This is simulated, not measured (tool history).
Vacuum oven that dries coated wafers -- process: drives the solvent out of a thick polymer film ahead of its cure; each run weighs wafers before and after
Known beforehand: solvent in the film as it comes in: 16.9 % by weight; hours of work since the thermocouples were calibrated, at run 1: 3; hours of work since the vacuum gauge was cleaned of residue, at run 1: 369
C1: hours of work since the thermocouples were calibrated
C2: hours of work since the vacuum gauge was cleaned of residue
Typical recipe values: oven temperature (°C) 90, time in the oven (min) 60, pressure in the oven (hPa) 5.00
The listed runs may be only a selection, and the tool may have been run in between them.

run 1 day=0.000 | oven_temperature_(°C)=90 time_in_the_oven_(min)=60 pressure_in_the_oven_(hPa)=5.00 | C1=3 C2=369 | solvent_left_in_the_film_(%)=1.37
run 2 day=1.612 | oven_temperature_(°C)=90 time_in_the_oven_(min)=60 pressure_in_the_oven_(hPa)=5.00 | C1=23 C2=389 | solvent_left_in_the_film_(%)=1.40
run 3 day=2.479 | oven_temperature_(°C)=90 time_in_the_oven_(min)=60 pressure_in_the_oven_(hPa)=14.41 | C1=33 C2=400 | solvent_left_in_the_film_(%)=1.92
run 4 day=3.812 | oven_temperature_(°C)=90 time_in_the_oven_(min)=52 pressure_in_the_oven_(hPa)=5.00 | C1=50 C2=416 | solvent_left_in_the_film_(%)=1.80
run 5 day=5.350 | oven_temperature_(°C)=90 time_in_the_oven_(min)=52 pressure_in_the_oven_(hPa)=5.00 | C1=69 C2=435 | solvent_left_in_the_film_(%)=1.79
run 6 day=6.129 | oven_temperature_(°C)=90 time_in_the_oven_(min)=52 pressure_in_the_oven_(hPa)=5.00 | C1=78 C2=444 | solvent_left_in_the_film_(%)=1.78
run 7 day=7.333 | oven_temperature_(°C)=90 time_in_the_oven_(min)=52 pressure_in_the_oven_(hPa)=5.00 | C1=93 C2=459 | solvent_left_in_the_film_(%)=1.80
run 8 day=8.267 | oven_temperature_(°C)=90 time_in_the_oven_(min)=52 pressure_in_the_oven_(hPa)=5.00 | C1=104 C2=470 | solvent_left_in_the_film_(%)=1.76
run 9 day=9.062 | oven_temperature_(°C)=90 time_in_the_oven_(min)=60 pressure_in_the_oven_(hPa)=5.00 | C1=114 C2=480 | solvent_left_in_the_film_(%)=1.39
run 10 day=10.821 | oven_temperature_(°C)=90 time_in_the_oven_(min)=83 pressure_in_the_oven_(hPa)=5.00 | C1=136 C2=502 | solvent_left_in_the_film_(%)=0.70
run 11 day=12.025 | oven_temperature_(°C)=90 time_in_the_oven_(min)=83 pressure_in_the_oven_(hPa)=5.00 | C1=150 C2=517 | solvent_left_in_the_film_(%)=0.75
run 12 day=13.021 | oven_temperature_(°C)=90 time_in_the_oven_(min)=83 pressure_in_the_oven_(hPa)=5.00 | C1=163 C2=529 | solvent_left_in_the_film_(%)=0.79
run 13 day=13.775 | oven_temperature_(°C)=90 time_in_the_oven_(min)=83 pressure_in_the_oven_(hPa)=5.00 | C1=172 C2=538 | solvent_left_in_the_film_(%)=0.78
run 14 day=14.525 | oven_temperature_(°C)=97 time_in_the_oven_(min)=30 pressure_in_the_oven_(hPa)=9.67 | C1=181 C2=547 | solvent_left_in_the_film_(%)=2.89
run 15 day=15.696 | oven_temperature_(°C)=97 time_in_the_oven_(min)=30 pressure_in_the_oven_(hPa)=9.67 | C1=195 C2=562 | solvent_left_in_the_film_(%)=2.91
run 16 day=17.208 | oven_temperature_(°C)=84 time_in_the_oven_(min)=51 pressure_in_the_oven_(hPa)=4.07 | C1=214 C2=580 | solvent_left_in_the_film_(%)=2.84
run 17 day=18.188 | oven_temperature_(°C)=84 time_in_the_oven_(min)=51 pressure_in_the_oven_(hPa)=4.07 | C1=226 C2=592 | solvent_left_in_the_film_(%)=2.78
run 18 day=19.692 | oven_temperature_(°C)=84 time_in_the_oven_(min)=51 pressure_in_the_oven_(hPa)=4.07 | C1=244 C2=611 | solvent_left_in_the_film_(%)=2.81
run 19 day=21.217 | oven_temperature_(°C)=84 time_in_the_oven_(min)=51 pressure_in_the_oven_(hPa)=6.32 | C1=263 C2=629 | solvent_left_in_the_film_(%)=2.96
run 20 day=22.092 | oven_temperature_(°C)=94 time_in_the_oven_(min)=63 pressure_in_the_oven_(hPa)=5.00 | C1=274 C2=640 | solvent_left_in_the_film_(%)=0.90
run 21 day=23.133 | oven_temperature_(°C)=94 time_in_the_oven_(min)=63 pressure_in_the_oven_(hPa)=5.00 | C1=287 C2=653 | solvent_left_in_the_film_(%)=0.88
run 22 day=24.538 | oven_temperature_(°C)=94 time_in_the_oven_(min)=63 pressure_in_the_oven_(hPa)=10.67 | C1=304 C2=670 | solvent_left_in_the_film_(%)=1.16
run 23 day=25.462 | oven_temperature_(°C)=94 time_in_the_oven_(min)=63 pressure_in_the_oven_(hPa)=10.67 | C1=315 C2=681 | solvent_left_in_the_film_(%)=1.21

Here are 5 independent what-if runs from the current tool condition. What would each one return?
run A day=27.171 | oven_temperature_(°C)=96 time_in_the_oven_(min)=60 pressure_in_the_oven_(hPa)=12.60 | C1=336 C2=702 | solvent_left_in_the_film_(%)=?
run B day=27.171 | oven_temperature_(°C)=90 time_in_the_oven_(min)=107 pressure_in_the_oven_(hPa)=5.00 | C1=336 C2=702 | solvent_left_in_the_film_(%)=?
run C day=27.171 | oven_temperature_(°C)=90 time_in_the_oven_(min)=60 pressure_in_the_oven_(hPa)=3.77 | C1=336 C2=702 | solvent_left_in_the_film_(%)=?
run D day=27.171 | oven_temperature_(°C)=103 time_in_the_oven_(min)=63 pressure_in_the_oven_(hPa)=10.67 | C1=336 C2=702 | solvent_left_in_the_film_(%)=?
run E day=27.171 | oven_temperature_(°C)=79 time_in_the_oven_(min)=33 pressure_in_the_oven_(hPa)=5.00 | C1=336 C2=702 | solvent_left_in_the_film_(%)=?

run=A solvent_left_in_the_film_(%)=1.14
run=B solvent_left_in_the_film_(%)=0.55
run=C solvent_left_in_the_film_(%)=1.31
run=D solvent_left_in_the_film_(%)=0.60
run=E solvent_left_in_the_film_(%)=5.90
Without the tool's hidden state the same runs would have given:
run=A solvent_left_in_the_film_(%)=1.08
run=B solvent_left_in_the_film_(%)=0.43
run=C solvent_left_in_the_film_(%)=1.24
run=D solvent_left_in_the_film_(%)=0.53
run=E solvent_left_in_the_film_(%)=5.88
